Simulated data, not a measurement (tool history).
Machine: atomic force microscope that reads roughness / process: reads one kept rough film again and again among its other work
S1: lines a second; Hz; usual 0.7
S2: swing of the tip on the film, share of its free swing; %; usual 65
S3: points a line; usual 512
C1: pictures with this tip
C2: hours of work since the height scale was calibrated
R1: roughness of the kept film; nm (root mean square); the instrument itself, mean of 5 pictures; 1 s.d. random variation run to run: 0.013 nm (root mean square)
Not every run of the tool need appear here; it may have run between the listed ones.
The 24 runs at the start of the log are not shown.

Run 25, day 10.029: usual settings; C1 224; C2 298. Result: R1 2.78 nm (root mean square).
Run 26, day 10.579: usual settings; C1 234; C2 303. Result: R1 2.761 nm (root mean square).
Run 27, day 11.162: usual settings; C1 246; C2 309. Result: R1 2.75 nm (root mean square).
Run 28, day 11.525: usual settings but S1 1.503 Hz, S2 74 %, S3 286; C1 252; C2 312. Result: R1 2.517 nm (root mean square).
Run 29, day 11.925: usual settings but S2 73 %; C1 260; C2 316. Result: R1 2.692 nm (root mean square).
Run 30, day 12.55: usual settings but S2 73 %; C1 272; C2 322. Result: R1 2.674 nm (root mean square).
Run 31, day 13.075: usual settings but S2 73 %; C1 282; C2 327. Result: R1 2.673 nm (root mean square).
Run 32, day 13.383: usual settings but S2 73 %; C1 287; C2 330. Result: R1 2.661 nm (root mean square).
Run 33, day 13.862: usual settings but S2 73 %; C1 296; C2 335. Result: R1 2.649 nm (root mean square).
Run 34, day 14.25: usual settings but S2 73 %; C1 304; C2 339. Result: R1 2.644 nm (root mean square).
Run 35, day 14.517: usual settings but S1 0.611 Hz, S2 82 %, S3 466; C1 309; C2 341. Result: R1 2.585 nm (root mean square).

Expected results for the next run?
Run 36, day 14.946: usual settings but S1 0.931 Hz; C1 317; C2 346. Result: R1 ?.

Logged for run 36: R1 2.666 nm (root mean square).
With the hidden condition absent and the run-to-run variation left alone, this run would have shown R1 2.971 nm (root mean square).
